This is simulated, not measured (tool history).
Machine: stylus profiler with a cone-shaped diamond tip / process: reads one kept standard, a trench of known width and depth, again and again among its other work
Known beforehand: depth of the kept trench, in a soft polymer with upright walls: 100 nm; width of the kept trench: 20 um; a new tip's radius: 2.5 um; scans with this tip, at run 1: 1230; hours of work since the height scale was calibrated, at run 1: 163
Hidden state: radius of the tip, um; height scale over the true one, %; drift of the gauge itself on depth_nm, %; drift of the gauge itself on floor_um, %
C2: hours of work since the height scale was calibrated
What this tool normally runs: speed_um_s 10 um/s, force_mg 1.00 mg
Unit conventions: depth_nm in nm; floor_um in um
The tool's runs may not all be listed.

{"run": 1, "hour": 0.0, "speed_um_s": 10, "force_mg": 1.0, "scans with this tip": 1230, "C2": 163, "depth_nm": 100.59, "floor_um": 18.51}
{"run": 2, "hour": 14.8, "speed_um_s": 10, "force_mg": 0.38, "scans with this tip": 1301, "C2": 172, "depth_nm": 100.32, "floor_um": 18.42}
{"run": 3, "hour": 27.6, "speed_um_s": 10, "force_mg": 0.38, "scans with this tip": 1364, "C2": 180, "depth_nm": 100.28, "floor_um": 18.43}
{"run": 4, "hour": 37.5, "speed_um_s": 10, "force_mg": 2.96, "scans with this tip": 1412, "C2": 187, "depth_nm": 101.2, "floor_um": 18.56}
{"run": 5, "hour": 50.5, "speed_um_s": 10, "force_mg": 0.58, "scans with this tip": 1475, "C2": 195, "depth_nm": 100.4, "floor_um": 18.47}
{"run": 6, "hour": 60.5, "speed_um_s": 10, "force_mg": 0.58, "scans with this tip": 1524, "C2": 201, "depth_nm": 100.37, "floor_um": 18.51}
{"run": 7, "hour": 75.8, "speed_um_s": 10, "force_mg": 0.58, "scans with this tip": 1598, "C2": 211, "depth_nm": 100.39, "floor_um": 18.43}
{"run": 8, "hour": 89.6, "speed_um_s": 10, "force_mg": 1.0, "scans with this tip": 1665, "C2": 220, "depth_nm": 100.5, "floor_um": 18.5}
{"run": 9, "hour": 102.0, "speed_um_s": 4, "force_mg": 1.0, "scans with this tip": 1725, "C2": 228, "depth_nm": 100.59, "floor_um": 18.56}
{"run": 10, "hour": 113.2, "speed_um_s": 4, "force_mg": 1.0, "scans with this tip": 1779, "C2": 235, "depth_nm": 100.56, "floor_um": 18.56}
{"run": 11, "hour": 126.4, "speed_um_s": 4, "force_mg": 1.0, "scans with this tip": 1844, "C2": 244, "depth_nm": 100.62, "floor_um": 18.59}
{"run": 12, "hour": 135.4, "speed_um_s": 10, "force_mg": 1.0, "scans with this tip": 1888, "C2": 249, "depth_nm": 100.62, "floor_um": 18.52}
{"run": 13, "hour": 147.5, "speed_um_s": 10, "force_mg": 1.0, "scans with this tip": 1946, "C2": 257, "depth_nm": 100.56, "floor_um": 18.54}
{"run": 14, "hour": 162.6, "speed_um_s": 10, "force_mg": 1.0, "scans with this tip": 2019, "C2": 267, "depth_nm": 100.61, "floor_um": 18.49}
{"run": 15, "hour": 169.9, "speed_um_s": 10, "force_mg": 1.0, "scans with this tip": 2055, "C2": 272, "depth_nm": 100.6, "floor_um": 18.46}
{"run": 16, "hour": 177.6, "speed_um_s": 6, "force_mg": 1.0, "scans with this tip": 2093, "C2": 277, "depth_nm": 100.58, "floor_um": 18.47}
{"run": 17, "hour": 187.1, "speed_um_s": 6, "force_mg": 1.0, "scans with this tip": 2138, "C2": 283, "depth_nm": 100.6, "floor_um": 18.56}
{"run": 18, "hour": 202.7, "speed_um_s": 32, "force_mg": 1.0, "scans with this tip": 2214, "C2": 293, "depth_nm": 100.58, "floor_um": 18.3}
{"run": 19, "hour": 218.3, "speed_um_s": 32, "force_mg": 1.0, "scans with this tip": 2290, "C2": 303, "depth_nm": 100.6, "floor_um": 18.23}
{"run": 20, "hour": 224.8, "speed_um_s": 32, "force_mg": 1.0, "scans with this tip": 2321, "C2": 307, "depth_nm": 100.6, "floor_um": 18.32}
{"run": 21, "hour": 233.0, "speed_um_s": 2, "force_mg": 1.0, "scans with this tip": 2362, "C2": 312, "depth_nm": 100.59, "floor_um": 18.58}
{"run": 22, "hour": 247.1, "speed_um_s": 10, "force_mg": 1.55, "scans with this tip": 2430, "C2": 321, "depth_nm": 100.79, "floor_um": 18.49}
{"run": 23, "hour": 257.9, "speed_um_s": 10, "force_mg": 1.0, "scans with this tip": 2482, "C2": 328, "depth_nm": 100.67, "floor_um": 18.48}

Expected results for the next run?
{"run": 24, "hour": 268.1, "speed_um_s": 10, "force_mg": 1.0, "scans with this tip": 2532, "C2": 335, "depth_nm": "?", "floor_um": "?"}

Run 24 produced depth_nm 100.57 nm, floor_um 18.48 um.
Take away the tool's hidden state, keep the run-to-run variation as it was, and the same run would have given depth_nm 100.55 nm, floor_um 18.51 um.
